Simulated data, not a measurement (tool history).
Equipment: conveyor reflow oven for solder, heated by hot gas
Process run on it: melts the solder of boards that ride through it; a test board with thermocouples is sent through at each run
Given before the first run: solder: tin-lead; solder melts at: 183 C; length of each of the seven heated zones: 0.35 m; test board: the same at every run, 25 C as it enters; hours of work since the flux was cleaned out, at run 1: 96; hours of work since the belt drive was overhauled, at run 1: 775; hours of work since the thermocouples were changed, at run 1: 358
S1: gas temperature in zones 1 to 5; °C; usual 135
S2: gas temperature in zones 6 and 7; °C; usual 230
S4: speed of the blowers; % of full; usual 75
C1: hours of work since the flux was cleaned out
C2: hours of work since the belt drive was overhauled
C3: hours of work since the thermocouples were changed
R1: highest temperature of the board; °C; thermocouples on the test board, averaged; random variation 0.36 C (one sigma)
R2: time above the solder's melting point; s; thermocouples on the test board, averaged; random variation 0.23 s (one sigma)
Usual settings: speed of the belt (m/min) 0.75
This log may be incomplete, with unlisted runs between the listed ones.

Run 1, hour 0: usual settings; C1 96; C2 775; C3 358. Result: R1 214.5 °C, R2 40.1 s.
Run 2, hour 57.2: usual settings; C1 138; C2 816; C3 400. Result: R1 214.3 °C, R2 40.2 s.
Run 3, hour 92.8: usual settings; C1 164; C2 842; C3 426. Result: R1 214.7 °C, R2 39.8 s.
Run 4, hour 130.2: usual settings; C1 191; C2 870; C3 453. Result: R1 214.1 °C, R2 40.1 s.
Run 5, hour 170.1: usual settings; C1 220; C2 899; C3 482. Result: R1 213.4 °C, R2 39.7 s.
Run 6, hour 204.1: usual settings; C1 245; C2 924; C3 507. Result: R1 213.6 °C, R2 39.8 s.
Run 7, hour 254: usual settings but S4 61 % of full; C1 282; C2 960; C3 543. Result: R1 210.7 °C, R2 37.3 s.
Run 8, hour 298.9: usual settings but S2 244 °C, S4 61 % of full; C1 315; C2 993; C3 576. Result: R1 222.5 °C, R2 44.4 s.
At hour 318: flux residue cleaned out of gas plates and filters.
Run 9, hour 357: usual settings but S2 244 °C, S4 85 % of full; C1 28; C2 1032; C3 615. Result: R1 228.7 °C, R2 47.4 s.
Run 10, hour 406.9: usual settings but S2 244 °C, S4 85 % of full; C1 65; C2 1068; C3 652. Result: R1 228.5 °C, R2 47.6 s.
Run 11, hour 443: usual settings but S2 244 °C, S4 85 % of full; C1 91; C2 1095; C3 678. Result: R1 228 °C, R2 47.2 s.
At hour 451.6: belt drive overhauled, speed set with a stopwatch.
Run 12, hour 498.5: usual settings but S2 244 °C, S4 85 % of full; C1 129; C2 34; C3 716. Result: R1 226.5 °C, R2 46.6 s.
At hour 531.9: thermocouples of zones 6 and 7 changed.
Run 13, hour 549.2: usual settings but S2 244 °C, S4 85 % of full; C1 165; C2 70; C3 13. Result: R1 228.8 °C, R2 46.7 s.
Run 14, hour 574.7: usual settings but S2 244 °C, S4 85 % of full; C1 183; C2 88; C3 31. Result: R1 228.5 °C, R2 46.7 s.
Run 15, hour 599.9: usual settings but S1 148 °C, S2 243 °C, speed of the belt (m/min) 0.853, S4 55 % of full; C1 202; C2 107; C3 50. Result: R1 219.1 °C, R2 39.9 s.
Run 16, hour 659.6: usual settings but S2 228 °C, speed of the belt (m/min) 0.693, S4 83 % of full; C1 245; C2 151; C3 93. Result: R1 215.9 °C, R2 44.2 s.
Run 17, hour 704.5: usual settings but S2 243 °C, speed of the belt (m/min) 0.839, S4 88 % of full; C1 278; C2 183; C3 126. Result: R1 223.7 °C, R2 39.7 s.
At hour 770.1: flux residue cleaned out of gas plates and filters.
Run 18, hour 770.4: usual settings but S2 243 °C, speed of the belt (m/min) 0.839, S4 88 % of full; C1 0; C2 228; C3 171. Result: R1 226.2 °C, R2 40.4 s.
Run 19, hour 795.9: usual settings but speed of the belt (m/min) 0.839, S4 50 % of full; C1 19; C2 246; C3 189. Result: R1 205.9 °C, R2 28.3 s.
Run 20, hour 853.5: usual settings but speed of the belt (m/min) 0.839, S4 50 % of full; C1 61; C2 288; C3 231. Result: R1 205.1 °C, R2 28.1 s.
Run 21, hour 904.4: usual settings but speed of the belt (m/min) 0.839, S4 50 % of full; C1 98; C2 326; C3 269. Result: R1 205.1 °C, R2 27.8 s.
Run 22, hour 950.3: usual settings but S2 244 °C, speed of the belt (m/min) 0.637; C1 132; C2 359; C3 302. Result: R1 232.5 °C, R2 57.1 s.
Run 23, hour 979.5: usual settings but S2 225 °C; C1 153; C2 381; C3 323. Result: R1 209.4 °C, R2 37.2 s.

What if the next run were any one of these 3? Each begins from the tool's condition after run 23:
Run A, hour 1018.6: usual settings but S2 225 °C, speed of the belt (m/min) 0.671; C1 182; C2 409; C3 352. Result: R1 ?, R2 ?.
Run B, hour 1018.6: usual settings but S2 227 °C, speed of the belt (m/min) 0.651, S4 67 % of full; C1 182; C2 409; C3 352. Result: R1 ?, R2 ?.
Run C, hour 1018.6: usual settings but S1 144 °C, S2 225 °C; C1 182; C2 409; C3 352. Result: R1 ?, R2 ?.

run     R1    R2
  A  212.3  43.6
  B  213.2  46.5
  C  211.4  40.5
Without the tool's unlogged condition, the same runs would have read:
run     R1    R2
  A  214.2    45
  B  215.1  47.9
  C  213.3  41.9
